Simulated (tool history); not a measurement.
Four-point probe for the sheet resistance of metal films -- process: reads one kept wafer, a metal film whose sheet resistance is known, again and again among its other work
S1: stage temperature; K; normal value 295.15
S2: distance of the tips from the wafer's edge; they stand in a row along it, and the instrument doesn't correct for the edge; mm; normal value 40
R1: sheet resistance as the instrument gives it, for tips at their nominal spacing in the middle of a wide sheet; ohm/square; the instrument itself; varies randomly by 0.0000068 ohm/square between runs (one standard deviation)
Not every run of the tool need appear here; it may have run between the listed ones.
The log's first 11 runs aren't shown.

run	day	S1	S2	R1
12	35.150	295.15	63	0.034592
13	39.825	300.15	63	0.034417
14	42.708	300.15	63	0.034416
15	46.133	300.15	10	0.034496
16	49.200	300.15	10	0.034508
17	53.992	304.15	29	0.034314
# day 54.408: stage's thermometer calibrated
18	58.300	297.15	34	0.034575
19	61.179	303.15	53	0.034370
20	65.067	303.15	53	0.034393
# day 68.108: stage's thermometer calibrated, once more
21	68.167	303.15	53	0.034358
22	71.100	293.15	3	0.035551
23	73.675	296.15	13	0.034669
24	78.067	299.15	26	0.034548
25	80.092	302.15	9	0.034520
26	84.338	303.15	3	0.035208
27	88.629	306.15	66	0.034295
# day 91.071: new probe head fitted
28	91.658	294.15	22	0.034183
29	95.029	294.15	22	0.034186
30	98.571	294.15	22	0.034193

Branching from run 30: 4 alternative next runs. What would each branch give?
A	103.121	294.15	39	?
B	103.121	302.15	3	?
C	103.121	295.15	7	?
D	103.121	293.15	11	?

run	R1
A	0.034188
B	0.034687
C	0.034302
D	0.034289
Take away the tool's hidden state, keep each run's random variation, and the runs would have read:
run	R1
A	0.034270
B	0.034770
C	0.034384
D	0.034371
